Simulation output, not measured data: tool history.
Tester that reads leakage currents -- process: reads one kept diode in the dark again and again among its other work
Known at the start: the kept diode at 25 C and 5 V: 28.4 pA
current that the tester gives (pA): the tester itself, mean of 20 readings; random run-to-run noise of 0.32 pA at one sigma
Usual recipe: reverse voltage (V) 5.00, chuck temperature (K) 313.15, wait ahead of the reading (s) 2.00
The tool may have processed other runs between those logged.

| run | hour | reverse voltage (V) | chuck temperature (K) | wait ahead of the reading (s) | current that the tester gives (pA) |
|---|---|---|---|---|---|
| 1 | 0.0 | 5.00 | 313.15 | 2.00 | 107.55 |
| 2 | 63.1 | 5.00 | 313.15 | 2.00 | 107.90 |
| 3 | 139.0 | 5.00 | 313.15 | 0.34 | 108.40 |
| 4 | 206.9 | 5.00 | 313.15 | 0.34 | 108.83 |
| 5 | 254.2 | 5.00 | 326.15 | 2.00 | 295.34 |
| 6 | 292.6 | 5.00 | 326.15 | 2.00 | 295.90 |
| 7 | 369.2 | 5.00 | 313.15 | 2.00 | 107.64 |
| 8 | 431.4 | 5.00 | 313.15 | 2.00 | 107.59 |
| 9 | 489.8 | 1.22 | 319.15 | 0.66 | 74.33 |
| 10 | 552.6 | 1.22 | 295.15 | 1.80 | 10.61 |
| 11 | 616.0 | 1.29 | 312.15 | 2.13 | 44.01 |
| 12 | 707.5 | 1.29 | 312.15 | 1.28 | 44.06 |
| 13 | 775.3 | 1.94 | 313.15 | 1.86 | 60.35 |
| 14 | 829.1 | 5.00 | 312.15 | 2.00 | 99.22 |
| 15 | 907.9 | 5.00 | 312.15 | 2.00 | 99.12 |
| 16 | 1000.2 | 3.71 | 313.15 | 2.97 | 89.89 |

Here are 4 independent what-if runs from the current tool condition. What would each one return?
| A | 1064.9 | 4.71 | 320.15 | 0.60 | ? |
| B | 1064.9 | 4.09 | 313.15 | 0.38 | ? |
| C | 1064.9 | 1.70 | 294.15 | 1.50 | ? |
| D | 1064.9 | 13.17 | 313.15 | 2.00 | ? |

| run | current that the tester gives (pA) |
|---|---|
| A | 178.10 |
| B | 95.97 |
| C | 12.52 |
| D | 195.83 |
The same runs, with their run-to-run variation unchanged, on a tool lacking any hidden condition would have given:
| run | current that the tester gives (pA) |
|---|---|
| A | 181.63 |
| B | 95.42 |
| C | 10.53 |
| D | 186.52 |
